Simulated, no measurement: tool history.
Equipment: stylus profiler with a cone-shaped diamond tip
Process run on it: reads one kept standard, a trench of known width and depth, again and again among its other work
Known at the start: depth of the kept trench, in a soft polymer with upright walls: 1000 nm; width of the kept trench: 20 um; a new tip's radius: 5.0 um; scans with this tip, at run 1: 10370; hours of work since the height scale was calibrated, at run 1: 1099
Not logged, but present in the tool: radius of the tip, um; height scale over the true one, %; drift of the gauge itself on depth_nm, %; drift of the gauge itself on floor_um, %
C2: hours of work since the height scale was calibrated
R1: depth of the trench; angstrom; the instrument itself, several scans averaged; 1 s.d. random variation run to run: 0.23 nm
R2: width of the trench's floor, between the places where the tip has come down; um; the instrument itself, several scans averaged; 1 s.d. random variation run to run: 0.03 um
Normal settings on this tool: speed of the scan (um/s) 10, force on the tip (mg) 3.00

Run 1, hour 0.0: usual settings; scans with this tip 10370; C2 1099. Result: R1 10097.5 angstrom, R2 11.76 um.
Run 2, hour 31.7: usual settings but force on the tip (mg) 4.08; scans with this tip 10495; C2 1112. Result: R1 10126.8 angstrom, R2 11.82 um.
Run 3, hour 84.4: usual settings but force on the tip (mg) 4.08; scans with this tip 10705; C2 1134. Result: R1 10128.4 angstrom, R2 11.75 um.
Run 4, hour 127.7: usual settings but force on the tip (mg) 7.27; scans with this tip 10877; C2 1153. Result: R1 10216.4 angstrom, R2 11.76 um.
Run 5, hour 179.3: usual settings but force on the tip (mg) 7.27; scans with this tip 11082; C2 1174. Result: R1 10220.1 angstrom, R2 11.64 um.
Run 6, hour 241.0: usual settings but force on the tip (mg) 7.27; scans with this tip 11326; C2 1200. Result: R1 10216.9 angstrom, R2 11.65 um.
Run 7, hour 310.7: usual settings but speed of the scan (um/s) 15; scans with this tip 11603; C2 1230. Result: R1 10091.9 angstrom, R2 11.53 um.
At hour 314.8: height scale calibrated on a step standard.
Run 8, hour 345.7: usual settings but speed of the scan (um/s) 15; scans with this tip 11740; C2 13. Result: R1 10063.1 angstrom, R2 11.52 um.
Run 9, hour 420.1: usual settings but force on the tip (mg) 2.24; scans with this tip 12036; C2 44. Result: R1 10034.1 angstrom, R2 11.47 um.
Run 10, hour 494.6: usual settings but speed of the scan (um/s) 3, force on the tip (mg) 2.24; scans with this tip 12332; C2 76. Result: R1 10033.3 angstrom, R2 11.47 um.

Same runs, no hidden state in the tool, same run-to-run variation:
run       R1     R2
  1  10157.3  13.92
  2  10187.6  14.00
  3  10190.4  13.97
  4  10280.0  14.00
  5  10285.0  13.92
  6  10283.1  13.98
  7  10158.9  13.90
  8  10156.4  13.92
  9  10128.9  13.92
 10  10129.7  13.97

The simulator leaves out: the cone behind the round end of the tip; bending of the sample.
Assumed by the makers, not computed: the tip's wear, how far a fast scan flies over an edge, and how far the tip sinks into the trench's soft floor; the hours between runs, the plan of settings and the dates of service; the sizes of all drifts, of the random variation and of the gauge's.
